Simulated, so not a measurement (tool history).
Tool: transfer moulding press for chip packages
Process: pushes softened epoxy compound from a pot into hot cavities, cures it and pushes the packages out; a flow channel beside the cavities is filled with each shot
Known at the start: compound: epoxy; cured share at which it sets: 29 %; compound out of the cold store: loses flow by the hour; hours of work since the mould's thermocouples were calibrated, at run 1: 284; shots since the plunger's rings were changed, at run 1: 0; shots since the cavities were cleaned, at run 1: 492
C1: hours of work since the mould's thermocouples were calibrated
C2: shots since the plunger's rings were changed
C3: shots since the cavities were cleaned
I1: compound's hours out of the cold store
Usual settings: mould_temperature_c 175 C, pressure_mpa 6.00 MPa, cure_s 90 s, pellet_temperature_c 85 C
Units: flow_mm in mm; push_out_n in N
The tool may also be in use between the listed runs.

Run 1, day 0.000: usual settings; C1 284; C2 0; C3 492; I1 22.3. Result: flow_mm 893 mm, push_out_n 421 N.
At day 2.533: cavities cleaned with cleaning compound and waxed.
Run 2, day 2.696: usual settings but mould_temperature_c 174 C; C1 326; C2 774; C3 48; I1 11.5. Result: flow_mm 919 mm, push_out_n 279 N.
Run 3, day 5.158: usual settings but pellet_temperature_c 86 C; C1 365; C2 1498; C3 772; I1 33.4. Result: flow_mm 858 mm, push_out_n 460 N.
At day 6.842: cavities cleaned with cleaning compound and waxed.
Run 4, day 8.504: usual settings; C1 417; C2 2464; C3 489; I1 32.4. Result: flow_mm 858 mm, push_out_n 417 N.
At day 11.038: cavities cleaned with cleaning compound and waxed.
Run 5, day 11.296: usual settings; C1 461; C2 3266; C3 76; I1 30.2. Result: flow_mm 855 mm, push_out_n 286 N.
Run 6, day 13.075: usual settings but pressure_mpa 4.66 MPa; C1 489; C2 3789; C3 599; I1 32.9. Result: flow_mm 747 mm, push_out_n 454 N.
At day 15.192: plunger's sealing rings changed.
At day 15.254: cavities cleaned with cleaning compound and waxed.
Run 7, day 15.858: usual settings but pressure_mpa 4.66 MPa; C1 531; C2 179; C3 179; I1 40.2. Result: flow_mm 756 mm, push_out_n 320 N.
At day 18.388: mould's thermocouples calibrated.
Run 8, day 18.388: usual settings but pressure_mpa 4.66 MPa; C1 0; C2 897; C3 897; I1 42.3. Result: flow_mm 752 mm, push_out_n 491 N.
At day 19.621: cavities cleaned with cleaning compound and waxed.
Run 9, day 20.358: usual settings; C1 30; C2 1458; C3 216; I1 25.4. Result: flow_mm 882 mm, push_out_n 331 N.
Run 10, day 22.338: usual settings; C1 62; C2 2040; C3 798; I1 12.7. Result: flow_mm 905 mm, push_out_n 464 N.
At day 23.754: cavities cleaned with cleaning compound and waxed.
Run 11, day 25.479: usual settings; C1 111; C2 2946; C3 508; I1 19.3. Result: flow_mm 883 mm, push_out_n 437 N.
At day 27.912: cavities cleaned with cleaning compound and waxed.
Run 12, day 27.912: usual settings; C1 149; C2 3642; C3 0; I1 47.7. Result: flow_mm 819 mm, push_out_n 230 N.
Run 13, day 30.296: usual settings; C1 187; C2 4343; C3 701; I1 13.7. Result: flow_mm 887 mm, push_out_n 479 N.
At day 30.642: plunger's sealing rings changed.
At day 32.196: cavities cleaned with cleaning compound and waxed.
Run 14, day 32.588: usual settings but pressure_mpa 6.40 MPa; C1 221; C2 554; C3 115; I1 25.1. Result: flow_mm 915 mm, push_out_n 289 N.
Run 15, day 34.571: usual settings but cure_s 71 s, pellet_temperature_c 79 C; C1 252; C2 1137; C3 698; I1 13.2. Result: flow_mm 906 mm, push_out_n 784 N.
At day 36.546: cavities cleaned with cleaning compound and waxed.
Run 16, day 36.596: usual settings but cure_s 71 s, pellet_temperature_c 79 C; C1 283; C2 1714; C3 15; I1 13.1. Result: flow_mm 900 mm, push_out_n 394 N.
Run 17, day 38.354: usual settings but mould_temperature_c 174 C, pressure_mpa 5.39 MPa; C1 311; C2 2231; C3 532; I1 9.8. Result: flow_mm 861 mm, push_out_n 489 N.
At day 40.879: cavities cleaned with cleaning compound and waxed.
Run 18, day 42.125: usual settings but cure_s 122 s; C1 370; C2 3322; C3 367; I1 12.9. Result: flow_mm 896 mm, push_out_n 317 N.
At day 45.042: cavities cleaned with cleaning compound and waxed.
Run 19, day 45.454: usual settings but cure_s 122 s; C1 422; C2 4281; C3 121; I1 42.4. Result: flow_mm 817 mm, push_out_n 251 N.
At day 46.012: plunger's sealing rings changed.
Run 20, day 47.204: usual settings but cure_s 122 s, pellet_temperature_c 86 C; C1 449; C2 351; C3 606; I1 18.2. Result: flow_mm 901 mm, push_out_n 350 N.
Run 21, day 48.721: usual settings but mould_temperature_c 174 C, pressure_mpa 4.87 MPa, cure_s 122 s, pellet_temperature_c 87 C; C1 473; C2 796; C3 1051; I1 9.4. Result: flow_mm 835 mm, push_out_n 379 N.
At day 49.521: cavities cleaned with cleaning compound and waxed.
Run 22, day 52.350: usual settings but mould_temperature_c 174 C, pressure_mpa 4.87 MPa, cure_s 122 s, pellet_temperature_c 87 C; C1 530; C2 1845; C3 832; I1 42.0. Result: flow_mm 754 mm, push_out_n 379 N.

Forecast run 23:
At day 53.704: cavities cleaned with cleaning compound and waxed.
At day 55.008: mould's thermocouples calibrated.
Run 23, day 55.783: usual settings but mould_temperature_c 173 C, pressure_mpa 4.87 MPa, cure_s 122 s, pellet_temperature_c 79 C; C1 12; C2 2812; C3 587; I1 13.1. Result: flow_mm ?, push_out_n ?.

Run 23 gave flow_mm 822 mm, push_out_n 351 N.
Without the tool's hidden state the same run would have given flow_mm 842 mm, push_out_n 174 N.

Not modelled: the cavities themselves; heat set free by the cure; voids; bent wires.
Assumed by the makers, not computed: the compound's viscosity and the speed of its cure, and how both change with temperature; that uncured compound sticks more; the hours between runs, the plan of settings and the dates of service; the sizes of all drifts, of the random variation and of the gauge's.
